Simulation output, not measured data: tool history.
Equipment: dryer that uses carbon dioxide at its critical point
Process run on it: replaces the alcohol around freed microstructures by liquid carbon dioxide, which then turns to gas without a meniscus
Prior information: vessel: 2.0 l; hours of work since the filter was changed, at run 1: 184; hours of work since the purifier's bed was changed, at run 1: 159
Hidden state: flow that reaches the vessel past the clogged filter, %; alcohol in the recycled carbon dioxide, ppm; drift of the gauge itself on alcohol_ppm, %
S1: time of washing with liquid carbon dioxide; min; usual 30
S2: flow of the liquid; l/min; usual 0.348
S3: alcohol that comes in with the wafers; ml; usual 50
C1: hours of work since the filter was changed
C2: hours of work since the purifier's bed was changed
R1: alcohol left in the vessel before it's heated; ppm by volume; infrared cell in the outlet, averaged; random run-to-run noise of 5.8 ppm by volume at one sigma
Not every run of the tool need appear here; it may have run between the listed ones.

Run 1, hour 0.0: usual settings; C1 184; C2 159. Result: R1 351 ppm by volume.
Run 2, hour 9.0: usual settings; C1 188; C2 162. Result: R1 368 ppm by volume.
Run 3, hour 15.9: usual settings but S2 0.519 l/min; C1 190; C2 165. Result: R1 62 ppm by volume.
Run 4, hour 23.2: usual settings but S1 29 min; C1 193; C2 168. Result: R1 410 ppm by volume.
Run 5, hour 31.2: usual settings but S1 29 min; C1 196; C2 171. Result: R1 412 ppm by volume.
Run 6, hour 40.2: usual settings; C1 199; C2 174. Result: R1 374 ppm by volume.
Run 7, hour 48.0: usual settings; C1 202; C2 177. Result: R1 363 ppm by volume.
Run 8, hour 56.8: usual settings; C1 206; C2 180. Result: R1 367 ppm by volume.
Run 9, hour 64.1: usual settings but S3 87 ml; C1 209; C2 183. Result: R1 652 ppm by volume.
Run 10, hour 74.9: usual settings but S3 87 ml; C1 213; C2 187. Result: R1 657 ppm by volume.
Run 11, hour 82.3: usual settings but S3 87 ml; C1 215; C2 190. Result: R1 646 ppm by volume.
Run 12, hour 93.0: usual settings but S3 87 ml; C1 220; C2 194. Result: R1 670 ppm by volume.
Run 13, hour 101.7: usual settings; C1 223; C2 198. Result: R1 399 ppm by volume.
Run 14, hour 108.8: usual settings; C1 226; C2 200. Result: R1 412 ppm by volume.
Run 15, hour 116.8: usual settings but S1 40 min; C1 229; C2 203. Result: R1 124 ppm by volume.
Run 16, hour 123.5: usual settings but S1 40 min; C1 231; C2 206. Result: R1 131 ppm by volume.
Run 17, hour 129.7: usual settings; C1 234; C2 208. Result: R1 404 ppm by volume.
Run 18, hour 137.7: usual settings; C1 237; C2 211. Result: R1 415 ppm by volume.
Run 19, hour 148.3: usual settings but S2 0.238 l/min, S3 42 ml; C1 241; C2 215. Result: R1 1250 ppm by volume.
Run 20, hour 154.1: usual settings but S1 38 min, S2 0.422 l/min, S3 89 ml; C1 243; C2 218. Result: R1 118 ppm by volume.
Run 21, hour 160.6: usual settings but S1 38 min, S2 0.567 l/min, S3 40 ml; C1 245; C2 220. Result: R1 55 ppm by volume.
Run 22, hour 166.6: usual settings but S1 38 min, S2 0.567 l/min, S3 40 ml; C1 248; C2 222. Result: R1 53 ppm by volume.
Run 23, hour 173.6: usual settings but S1 38 min, S2 0.567 l/min, S3 40 ml; C1 250; C2 225. Result: R1 56 ppm by volume.
Run 24, hour 180.1: usual settings but S1 19 min, S2 0.284 l/min, S3 65 ml; C1 253; C2 227. Result: R1 3728 ppm by volume.
Run 25, hour 185.0: usual settings but S1 34 min, S2 0.284 l/min, S3 65 ml; C1 255; C2 229. Result: R1 734 ppm by volume.
Run 26, hour 189.6: usual settings but S2 0.346 l/min, S3 46 ml; C1 256; C2 231. Result: R1 421 ppm by volume.
Run 27, hour 195.4: usual settings but S1 21 min, S2 0.258 l/min, S3 37 ml; C1 259; C2 233. Result: R1 2200 ppm by volume.
Run 28, hour 203.3: usual settings but S2 0.289 l/min, S3 21 ml; C1 262; C2 236. Result: R1 384 ppm by volume.
Run 29, hour 208.7: usual settings but S3 42 ml; C1 264; C2 238. Result: R1 386 ppm by volume.
Run 30, hour 215.8: usual settings but S1 32 min, S2 0.344 l/min, S3 26 ml; C1 266; C2 241. Result: R1 224 ppm by volume.
Run 31, hour 225.4: usual settings but S1 37 min, S2 0.269 l/min, S3 30 ml; C1 270; C2 245. Result: R1 331 ppm by volume.
Run 32, hour 231.0: usual settings but S1 37 min, S2 0.269 l/min, S3 30 ml; C1 272; C2 247. Result: R1 347 ppm by volume.
Run 33, hour 240.3: usual settings but S1 37 min, S2 0.269 l/min, S3 30 ml; C1 276; C2 250. Result: R1 349 ppm by volume.
Run 34, hour 248.6: usual settings but S1 37 min, S2 0.269 l/min, S3 30 ml; C1 279; C2 253. Result: R1 369 ppm by volume.
Run 35, hour 253.7: usual settings but S1 37 min, S2 0.429 l/min, S3 30 ml; C1 281; C2 255. Result: R1 88 ppm by volume.

Forecast each of these 4 alternatives for the next run:
Run A, hour 261.0: usual settings but S1 25 min, S3 75 ml; C1 283; C2 258. Result: R1 ?.
Run B, hour 261.0: usual settings but S2 0.226 l/min; C1 283; C2 258. Result: R1 ?.
Run C, hour 261.0: usual settings but S1 19 min, S2 0.382 l/min, S3 62 ml; C1 283; C2 258. Result: R1 ?.
Run D, hour 261.0: usual settings but S1 37 min, S2 0.278 l/min, S3 30 ml; C1 283; C2 258. Result: R1 ?.

run    R1
  A  1274
  B  1798
  C  1860
  D   322
With the hidden condition removed and each run's random variation left untouched, the same runs would have given:
run    R1
  A   661
  B  1082
  C  1073
  D   133
